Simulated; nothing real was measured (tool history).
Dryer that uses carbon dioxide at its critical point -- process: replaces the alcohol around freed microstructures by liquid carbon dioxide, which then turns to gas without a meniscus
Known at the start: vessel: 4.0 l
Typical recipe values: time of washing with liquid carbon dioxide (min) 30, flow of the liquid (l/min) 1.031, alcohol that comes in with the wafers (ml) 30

run     day  time of washing with liquid carbon dioxide (min)  flow of the liquid (l/min)  alcohol that comes in with the wafers (ml)  alcohol left in the vessel before it's heated (ppm by volume)
  1       0                                                30                       1.031                                          30                                                            245
  2   1.558                                                30                       1.031                                          30                                                            252
  3   2.492                                                30                       1.031                                          30                                                            260
  4   3.771                                                30                       1.031                                          30                                                            267
  5   5.062                                                30                       1.031                                          30                                                            282
  6   6.129                                                30                        0.92                                          30                                                            301
  7   7.721                                                30                        0.92                                          30                                                            312
  8     8.9                                                30                       1.031                                          30                                                            311
  9   9.788                                                30                       1.031                                          30                                                            303
 10  10.908                                                30                        1.39                                          30                                                            296
     11.962  -- purifier's bed changed
 11  12.196                                                30                        1.39                                          30                                                              7
 12  12.983                                                30                        1.39                                          30                                                             10
 13  14.283                                                18                       1.031                                          30                                                            210
 14  15.371                                                18                       1.031                                          30                                                            212
 15    17.1                                                30                       1.031                                          30                                                             49
 16  18.646                                                33                       1.031                                          30                                                             63
 17  19.733                                                33                       1.031                                          30                                                             59
 18  20.983                                                30                       1.031                                          21                                                             62
 19  22.133                                                30                       1.031                                          21                                                             78
 20  23.725                                                30                       1.031                                          21                                                             79
 21  25.304                                                30                       1.031                                          21                                                             87
 22  26.829                                                30                       1.031                                          21                                                            101
 23  27.938                                                48                       1.031                                          21                                                             95
 24  29.517                                                30                        1.72                                          30                                                            108
 25  30.912                                                27                        1.72                                          34                                                            109
 26  31.846                                                27                        1.72                                          34                                                            114
 27  32.933                                                27                        1.53                                          67                                                            123
 28  33.975                                                27                        1.53                                          67                                                            132
 29  35.396                                                21                         1.1                                          30                                                            247
 30  36.625                                                20                       1.031                                          30                                                            313
 31   38.35                                                37                       1.031                                         103                                                            178
 32  39.829                                                37                        1.52                                         103                                                            161
 33  41.212                                                33                        1.01                                          30                                                            184
 34  42.596                                                45                         0.9                                         112                                                            190
     43.338  -- inlet filter changed
 35  43.867                                                20                        1.72                                          77                                                            194
 36  44.629                                                19                       1.031                                          48                                                            376
 37  46.325                                                19                       1.031                                          48                                                            383
 38  47.529                                                19                       1.031                                          48                                                            374
 39  48.938                                                19                        1.63                                          95                                                            236
 40   49.95                                                41                        0.88                                          51                                                            208
 41  50.675                                                23                        0.92                                          21                                                            279
 42  52.142                                                23                        0.92                                          21                                                            281
 43  53.483                                                19                       1.031                                          38                                                            409
 44  54.854                                                18                        0.98                                          38                                                            488
 45  56.108                                                30                       1.031                                          54                                                            272
 46  56.962                                                30                       1.031                                          54                                                            272
 47  57.704                                                30                       1.031                                         119                                                            313

For some of the steps in alcohol left in the vessel before it's heated (ppm by volume) from one run to the next: how much would appear even if the tool had no hidden state, given the settings, what came in and random variation, and how much remains for the hidden state plus any gauge scatter that the measured result and the result without hidden state don't share?
The hidden state here: flow that reaches the vessel past the clogged filter, %; alcohol in the recycled carbon dioxide, ppm; drift of the gauge itself on alcohol_ppm, %.
Run 10 -> 11: purifier's bed changed. alcohol left in the vessel before it's heated (ppm by volume) -289: hidden state -290, all else +1.
Run 12 -> 13: time of washing with liquid carbon dioxide (min) 30 -> 18, flow of the liquid (l/min) 1.39 -> 1.031. alcohol left in the vessel before it's heated (ppm by volume) +200: hidden state +54, all else +146.
Run 30 -> 31: time of washing with liquid carbon dioxide (min) 20 -> 37, alcohol that comes in with the wafers (ml) 30 -> 103. alcohol left in the vessel before it's heated (ppm by volume) -135: hidden state -60, all else -75.
Run 44 -> 45: time of washing with liquid carbon dioxide (min) 18 -> 30, flow of the liquid (l/min) 0.98 -> 1.031, alcohol that comes in with the wafers (ml) 38 -> 54. alcohol left in the vessel before it's heated (ppm by volume) -216: hidden state -16, all else -200.
